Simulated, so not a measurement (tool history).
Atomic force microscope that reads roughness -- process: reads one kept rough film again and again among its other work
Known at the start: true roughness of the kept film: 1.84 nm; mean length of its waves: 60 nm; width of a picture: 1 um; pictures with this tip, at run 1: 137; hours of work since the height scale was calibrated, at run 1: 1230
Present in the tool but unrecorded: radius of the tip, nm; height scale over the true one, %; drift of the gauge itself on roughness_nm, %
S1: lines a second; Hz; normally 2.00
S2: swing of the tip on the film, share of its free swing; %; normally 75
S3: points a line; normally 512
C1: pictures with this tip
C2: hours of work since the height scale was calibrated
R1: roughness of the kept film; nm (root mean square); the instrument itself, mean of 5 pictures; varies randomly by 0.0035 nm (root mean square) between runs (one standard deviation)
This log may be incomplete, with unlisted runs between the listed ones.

run	hour	S1	S2	S3	C1	C2	R1
1	0.0	2.00	75	512	137	1230	1.744
# hour 55.7: new tip fitted
2	62.3	2.00	75	512	15	1275	1.757
3	109.4	2.00	75	512	118	1310	1.755
4	152.7	2.00	75	512	212	1342	1.744
# hour 173.6: new tip fitted
5	200.3	2.00	75	512	58	1377	1.751
6	237.3	2.00	75	512	139	1404	1.745
7	270.2	2.00	75	512	211	1428	1.747
# hour 291.8: new tip fitted
8	321.9	2.00	75	512	66	1466	1.757
9	350.4	2.00	75	512	128	1487	1.754
10	390.6	1.33	75	512	216	1517	1.774
# hour 410.7: new tip fitted
11	418.7	2.00	75	974	17	1537	1.759
12	465.9	2.00	75	974	120	1572	1.753
13	519.9	2.00	75	974	238	1612	1.746
# hour 526.3: new tip fitted
14	557.3	2.00	75	512	68	1639	1.759
15	604.7	2.00	75	512	172	1674	1.747
# hour 643.3: new tip fitted
16	662.6	2.00	75	512	42	1716	1.754
17	706.5	2.00	75	512	138	1748	1.758
# hour 760.6: new tip fitted
18	761.4	1.28	75	512	2	1789	1.787
19	802.6	1.28	75	512	92	1819	1.783
20	861.4	2.00	77	512	220	1862	1.742
# hour 875.9: new tip fitted
21	898.9	2.00	77	512	50	1890	1.754
22	930.7	2.00	75	826	120	1913	1.755
23	972.3	2.00	75	512	211	1944	1.748
# hour 992.4: new tip fitted
24	998.0	2.00	75	512	13	1962	1.762
25	1026.1	2.00	75	512	74	1983	1.759
26	1074.7	0.65	75	512	180	2019	1.808
27	1103.8	0.51	63	512	244	2040	1.816
# hour 1109.3: new tip fitted
28	1152.3	2.04	84	912	94	2076	1.714
29	1180.0	1.15	89	367	154	2096	1.734
30	1216.7	2.17	69	512	234	2123	1.763
# hour 1226.4: new tip fitted
31	1278.9	2.00	83	317	114	2169	1.717
32	1340.6	3.63	57	512	249	2214	1.783
# hour 1346.3: new tip fitted
33	1371.9	2.00	75	1017	56	2237	1.768
34	1399.9	2.00	75	1017	118	2257	1.769
35	1437.0	2.00	64	396	199	2285	1.782
# hour 1463.9: new tip fitted
36	1486.6	2.71	75	512	50	2321	1.736
37	1546.8	1.19	75	695	182	2365	1.787
# hour 1581.5: new tip fitted
38	1594.8	1.19	75	695	29	2400	1.804
39	1655.7	1.19	75	695	162	2445	1.794
40	1683.2	0.81	66	790	223	2466	1.808
# hour 1698.6: new tip fitted
41	1734.4	0.95	75	400	78	2503	1.804
42	1789.9	0.95	75	400	200	2544	1.801
# hour 1816.8: new tip fitted
43	1829.4	2.27	75	512	28	2573	1.753
44	1891.5	1.52	87	354	163	2618	1.734
# hour 1933.2: new tip fitted
45	1948.8	1.59	89	582	34	2660	1.732
46	1986.3	2.07	61	436	116	2688	1.800
47	2024.6	2.62	57	390	199	2716	1.802
# hour 2049.4: new tip fitted
48	2057.8	1.98	68	553	19	2740	1.799
49	2101.0	3.57	59	286	113	2772	1.784
50	2140.7	3.57	59	286	200	2801	1.776
# hour 2167.7: new tip fitted
51	2195.6	0.61	75	737	61	2842	1.826

Predict each of these 5 candidate next runs independently; none follows another, all start after run 51:
A	2236.7	1.06	75	895	150	2872	?
B	2236.7	0.90	68	864	150	2872	?
C	2236.7	3.39	73	536	150	2872	?
D	2236.7	0.80	66	579	150	2872	?
E	2236.7	0.61	75	470	150	2872	?

run	R1
A	1.796
B	1.812
C	1.727
D	1.817
E	1.815
Take away the tool's hidden state, keep each run's random variation, and the runs would have read:
run	R1
A	1.779
B	1.795
C	1.711
D	1.799
E	1.798
